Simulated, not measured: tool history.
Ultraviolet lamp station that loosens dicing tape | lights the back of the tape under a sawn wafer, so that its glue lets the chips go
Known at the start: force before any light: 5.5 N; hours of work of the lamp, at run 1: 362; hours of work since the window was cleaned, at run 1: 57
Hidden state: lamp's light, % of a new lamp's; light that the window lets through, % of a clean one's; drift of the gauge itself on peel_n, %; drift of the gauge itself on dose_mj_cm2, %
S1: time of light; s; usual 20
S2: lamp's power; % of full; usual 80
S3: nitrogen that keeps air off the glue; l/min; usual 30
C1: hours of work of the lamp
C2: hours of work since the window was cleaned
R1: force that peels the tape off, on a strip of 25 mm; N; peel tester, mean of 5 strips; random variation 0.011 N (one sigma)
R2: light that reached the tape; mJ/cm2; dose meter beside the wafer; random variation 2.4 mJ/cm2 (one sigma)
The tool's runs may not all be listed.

run,day,S1,S2,S3,C1,C2,R1,R2
1,0.000,20,80,30,362,57,0.651,243
2,1.433,20,80,30,376,72,0.652,244
3,3.800,20,80,30,399,95,0.685,242
4,4.996,20,80,30,411,107,0.711,233
5,6.333,20,80,30,424,120,0.726,231
6,7.617,20,80,30,437,133,0.696,231
7,9.112,20,98,30,452,148,0.495,281
8,10.892,20,80,30,469,165,0.743,227
9,12.267,20,80,30,483,179,0.759,223
10,15.092,20,97,30,511,207,0.563,261
11,16.504,20,97,30,525,221,0.565,262
12,17.946,20,69,30,539,235,1.041,184
13,20.296,20,69,30,562,258,1.091,180
14,21.929,20,82,30,579,275,0.873,213
15,23.404,20,82,30,593,289,0.887,212
16,24.958,20,82,30,609,304,0.878,207
# day 25.408: window cleaned of glue's vapour
17,27.279,20,82,30,631,19,0.734,239
18,29.421,20,82,30,653,40,0.704,234
19,32.042,20,82,30,678,66,0.744,230
20,34.500,20,82,30,703,90,0.766,225
21,36.267,20,80,30,720,107,0.813,220
22,38.688,20,80,30,744,131,0.831,215
23,40.142,20,80,30,759,146,0.853,213
24,42.142,20,80,30,778,166,0.898,212
25,44.946,24,94,12,806,193,0.995,286
26,46.996,28,80,58,826,214,0.257,278
27,48.167,28,80,58,838,225,0.268,276
28,50.825,10,95,53,864,252,1.553,115
29,53.354,23,95,28,889,277,0.603,259
30,56.133,21,80,14,917,304,1.597,191
# day 56.558: window cleaned of glue's vapour
31,57.550,21,81,14,931,10,1.300,222
32,59.562,21,81,14,951,30,1.362,222
33,61.038,21,81,14,965,44,1.412,218
34,62.567,34,80,30,980,59,0.282,338
35,64.550,21,68,52,1000,79,0.803,179
36,65.821,24,87,53,1013,92,0.350,255
37,68.588,13,80,15,1040,119,2.412,126
38,70.288,13,80,15,1057,136,2.465,123
39,73.079,25,76,35,1084,164,0.665,225
40,74.325,27,78,13,1097,176,1.253,243
41,76.971,27,78,13,1123,202,1.265,241
42,79.204,27,78,13,1145,224,1.297,235

Forecast each of these 3 alternatives for the next run:
A,81.967,31,92,58,1172,252,?,?
B,81.967,18,80,30,1172,252,?,?
C,81.967,35,80,29,1172,252,?,?

run,R1,R2
A,0.205,310
B,1.346,158
C,0.419,305
Without the tool's hidden state the same runs would have given:
run,R1,R2
A,0.066,503
B,0.584,256
C,0.125,497
